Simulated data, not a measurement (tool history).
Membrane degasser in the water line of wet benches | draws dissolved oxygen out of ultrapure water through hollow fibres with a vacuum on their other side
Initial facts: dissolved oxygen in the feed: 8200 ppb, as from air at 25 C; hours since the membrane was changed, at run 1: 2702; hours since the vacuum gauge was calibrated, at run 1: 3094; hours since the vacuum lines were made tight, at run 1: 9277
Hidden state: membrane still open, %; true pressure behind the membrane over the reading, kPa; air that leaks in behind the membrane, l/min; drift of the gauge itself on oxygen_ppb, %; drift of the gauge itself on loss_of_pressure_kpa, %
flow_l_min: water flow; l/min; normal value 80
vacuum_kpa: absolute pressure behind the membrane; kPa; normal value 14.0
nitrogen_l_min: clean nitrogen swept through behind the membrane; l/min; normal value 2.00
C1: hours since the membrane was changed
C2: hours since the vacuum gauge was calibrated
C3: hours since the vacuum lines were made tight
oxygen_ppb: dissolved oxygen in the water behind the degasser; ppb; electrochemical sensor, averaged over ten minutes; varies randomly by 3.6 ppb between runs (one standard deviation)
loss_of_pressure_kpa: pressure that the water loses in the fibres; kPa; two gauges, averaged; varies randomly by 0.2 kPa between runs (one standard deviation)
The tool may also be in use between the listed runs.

{"run": 1, "hour": 0.0, "flow_l_min": 80, "vacuum_kpa": 14.0, "nitrogen_l_min": 2.0, "C1": 2702, "C2": 3094, "C3": 9277, "oxygen_ppb": 839.8, "loss_of_pressure_kpa": 44.42}
{"run": 2, "hour": 299.6, "flow_l_min": 80, "vacuum_kpa": 14.0, "nitrogen_l_min": 2.0, "C1": 3001, "C2": 3394, "C3": 9577, "oxygen_ppb": 838.4, "loss_of_pressure_kpa": 44.44}
{"hour": 354.2, "done": "seals of the vacuum lines changed"}
{"run": 3, "hour": 503.5, "flow_l_min": 80, "vacuum_kpa": 19.1, "nitrogen_l_min": 2.0, "C1": 3203, "C2": 3596, "C3": 149, "oxygen_ppb": 1171.5, "loss_of_pressure_kpa": 44.94}
{"run": 4, "hour": 652.2, "flow_l_min": 80, "vacuum_kpa": 19.1, "nitrogen_l_min": 2.0, "C1": 3352, "C2": 3744, "C3": 298, "oxygen_ppb": 1172.9, "loss_of_pressure_kpa": 44.98}
{"run": 5, "hour": 915.6, "flow_l_min": 80, "vacuum_kpa": 19.1, "nitrogen_l_min": 2.0, "C1": 3615, "C2": 4008, "C3": 561, "oxygen_ppb": 1174.3, "loss_of_pressure_kpa": 44.63}
{"run": 6, "hour": 1116.0, "flow_l_min": 80, "vacuum_kpa": 19.1, "nitrogen_l_min": 2.0, "C1": 3815, "C2": 4208, "C3": 762, "oxygen_ppb": 1176.8, "loss_of_pressure_kpa": 45.04}
{"run": 7, "hour": 1328.9, "flow_l_min": 85, "vacuum_kpa": 14.0, "nitrogen_l_min": 2.0, "C1": 4028, "C2": 4421, "C3": 975, "oxygen_ppb": 888.7, "loss_of_pressure_kpa": 47.71}
{"run": 8, "hour": 1465.8, "flow_l_min": 85, "vacuum_kpa": 14.0, "nitrogen_l_min": 2.0, "C1": 4165, "C2": 4558, "C3": 1112, "oxygen_ppb": 888.0, "loss_of_pressure_kpa": 47.78}
{"run": 9, "hour": 1658.5, "flow_l_min": 80, "vacuum_kpa": 14.0, "nitrogen_l_min": 2.68, "C1": 4358, "C2": 4751, "C3": 1304, "oxygen_ppb": 684.4, "loss_of_pressure_kpa": 45.16}
{"run": 10, "hour": 1803.3, "flow_l_min": 80, "vacuum_kpa": 14.0, "nitrogen_l_min": 2.68, "C1": 4503, "C2": 4896, "C3": 1449, "oxygen_ppb": 689.1, "loss_of_pressure_kpa": 45.63}
{"run": 11, "hour": 2036.5, "flow_l_min": 80, "vacuum_kpa": 14.0, "nitrogen_l_min": 2.68, "C1": 4736, "C2": 5129, "C3": 1682, "oxygen_ppb": 684.5, "loss_of_pressure_kpa": 45.1}
{"hour": 2063.7, "done": "vacuum gauge calibrated"}
{"run": 12, "hour": 2179.0, "flow_l_min": 80, "vacuum_kpa": 14.0, "nitrogen_l_min": 2.0, "C1": 4878, "C2": 115, "C3": 1824, "oxygen_ppb": 832.0, "loss_of_pressure_kpa": 45.14}
{"run": 13, "hour": 2395.8, "flow_l_min": 80, "vacuum_kpa": 14.0, "nitrogen_l_min": 2.0, "C1": 5095, "C2": 332, "C3": 2041, "oxygen_ppb": 835.0, "loss_of_pressure_kpa": 44.97}
{"run": 14, "hour": 2667.7, "flow_l_min": 80, "vacuum_kpa": 14.0, "nitrogen_l_min": 3.06, "C1": 5367, "C2": 604, "C3": 2313, "oxygen_ppb": 614.6, "loss_of_pressure_kpa": 45.25}
{"run": 15, "hour": 2824.3, "flow_l_min": 80, "vacuum_kpa": 14.0, "nitrogen_l_min": 2.0, "C1": 5523, "C2": 761, "C3": 2470, "oxygen_ppb": 837.6, "loss_of_pressure_kpa": 45.66}
{"run": 16, "hour": 2956.9, "flow_l_min": 80, "vacuum_kpa": 14.0, "nitrogen_l_min": 2.0, "C1": 5656, "C2": 893, "C3": 2602, "oxygen_ppb": 843.4, "loss_of_pressure_kpa": 45.62}
{"run": 17, "hour": 3175.8, "flow_l_min": 80, "vacuum_kpa": 9.3, "nitrogen_l_min": 0.95, "C1": 5875, "C2": 1112, "C3": 2821, "oxygen_ppb": 834.6, "loss_of_pressure_kpa": 45.31}
{"run": 18, "hour": 3373.9, "flow_l_min": 80, "vacuum_kpa": 9.3, "nitrogen_l_min": 0.95, "C1": 6073, "C2": 1310, "C3": 3019, "oxygen_ppb": 832.7, "loss_of_pressure_kpa": 45.37}
{"run": 19, "hour": 3634.2, "flow_l_min": 96, "vacuum_kpa": 19.5, "nitrogen_l_min": 1.49, "C1": 6333, "C2": 1570, "C3": 3279, "oxygen_ppb": 1660.3, "loss_of_pressure_kpa": 54.75}
{"run": 20, "hour": 3940.5, "flow_l_min": 49, "vacuum_kpa": 22.0, "nitrogen_l_min": 2.69, "C1": 6640, "C2": 1877, "C3": 3586, "oxygen_ppb": 719.6, "loss_of_pressure_kpa": 27.77}
{"run": 21, "hour": 4100.2, "flow_l_min": 49, "vacuum_kpa": 22.0, "nitrogen_l_min": 2.69, "C1": 6799, "C2": 2036, "C3": 3745, "oxygen_ppb": 716.7, "loss_of_pressure_kpa": 27.92}
{"run": 22, "hour": 4421.9, "flow_l_min": 80, "vacuum_kpa": 21.4, "nitrogen_l_min": 2.0, "C1": 7121, "C2": 2358, "C3": 4067, "oxygen_ppb": 1315.6, "loss_of_pressure_kpa": 45.55}
{"run": 23, "hour": 4624.8, "flow_l_min": 50, "vacuum_kpa": 21.4, "nitrogen_l_min": 1.86, "C1": 7324, "C2": 2561, "C3": 4270, "oxygen_ppb": 962.3, "loss_of_pressure_kpa": 28.8}
{"run": 24, "hour": 4758.2, "flow_l_min": 80, "vacuum_kpa": 14.0, "nitrogen_l_min": 5.61, "C1": 7457, "C2": 2694, "C3": 4403, "oxygen_ppb": 389.2, "loss_of_pressure_kpa": 45.63}
{"run": 25, "hour": 4975.7, "flow_l_min": 80, "vacuum_kpa": 18.4, "nitrogen_l_min": 2.0, "C1": 7675, "C2": 2912, "C3": 4621, "oxygen_ppb": 1127.2, "loss_of_pressure_kpa": 45.69}
{"run": 26, "hour": 5287.4, "flow_l_min": 57, "vacuum_kpa": 14.0, "nitrogen_l_min": 2.0, "C1": 7986, "C2": 3224, "C3": 4933, "oxygen_ppb": 631.9, "loss_of_pressure_kpa": 32.52}
{"run": 27, "hour": 5592.3, "flow_l_min": 80, "vacuum_kpa": 26.2, "nitrogen_l_min": 0.82, "C1": 8291, "C2": 3529, "C3": 5238, "oxygen_ppb": 2697.7, "loss_of_pressure_kpa": 45.63}
{"run": 28, "hour": 5738.5, "flow_l_min": 121, "vacuum_kpa": 22.2, "nitrogen_l_min": 0.9, "C1": 8437, "C2": 3675, "C3": 5384, "oxygen_ppb": 2827.4, "loss_of_pressure_kpa": 69.48}
{"run": 29, "hour": 5950.8, "flow_l_min": 88, "vacuum_kpa": 8.6, "nitrogen_l_min": 1.25, "C1": 8650, "C2": 3887, "C3": 5596, "oxygen_ppb": 696.4, "loss_of_pressure_kpa": 50.68}
{"run": 30, "hour": 6217.5, "flow_l_min": 107, "vacuum_kpa": 8.6, "nitrogen_l_min": 1.25, "C1": 8916, "C2": 4154, "C3": 5863, "oxygen_ppb": 829.4, "loss_of_pressure_kpa": 61.29}
{"run": 31, "hour": 6363.9, "flow_l_min": 107, "vacuum_kpa": 8.6, "nitrogen_l_min": 1.25, "C1": 9063, "C2": 4300, "C3": 6009, "oxygen_ppb": 822.5, "loss_of_pressure_kpa": 61.57}

Each row is a separate what-if for the run after 31, all from the same tool condition, not one after another. Results?
{"run": "A", "hour": 6595.5, "flow_l_min": 89, "vacuum_kpa": 8.6, "nitrogen_l_min": 1.25, "C1": 9294, "C2": 4532, "C3": 6241, "oxygen_ppb": "?", "loss_of_pressure_kpa": "?"}
{"run": "B", "hour": 6595.5, "flow_l_min": 107, "vacuum_kpa": 9.4, "nitrogen_l_min": 3.03, "C1": 9294, "C2": 4532, "C3": 6241, "oxygen_ppb": "?", "loss_of_pressure_kpa": "?"}
{"run": "C", "hour": 6595.5, "flow_l_min": 107, "vacuum_kpa": 8.6, "nitrogen_l_min": 0.85, "C1": 9294, "C2": 4532, "C3": 6241, "oxygen_ppb": "?", "loss_of_pressure_kpa": "?"}
{"run": "D", "hour": 6595.5, "flow_l_min": 80, "vacuum_kpa": 30.2, "nitrogen_l_min": 3.62, "C1": 9294, "C2": 4532, "C3": 6241, "oxygen_ppb": "?", "loss_of_pressure_kpa": "?"}

run=A oxygen_ppb=709.0 loss_of_pressure_kpa=51.46
run=B oxygen_ppb=551.6 loss_of_pressure_kpa=61.71
run=C oxygen_ppb=1010.6 loss_of_pressure_kpa=61.81
run=D oxygen_ppb=1197.2 loss_of_pressure_kpa=46.37
Without the tool's hidden state the same runs would have given:
run=A oxygen_ppb=679.8 loss_of_pressure_kpa=49.22
run=B oxygen_ppb=521.8 loss_of_pressure_kpa=59.02
run=C oxygen_ppb=970.3 loss_of_pressure_kpa=59.12
run=D oxygen_ppb=1182.1 loss_of_pressure_kpa=44.34

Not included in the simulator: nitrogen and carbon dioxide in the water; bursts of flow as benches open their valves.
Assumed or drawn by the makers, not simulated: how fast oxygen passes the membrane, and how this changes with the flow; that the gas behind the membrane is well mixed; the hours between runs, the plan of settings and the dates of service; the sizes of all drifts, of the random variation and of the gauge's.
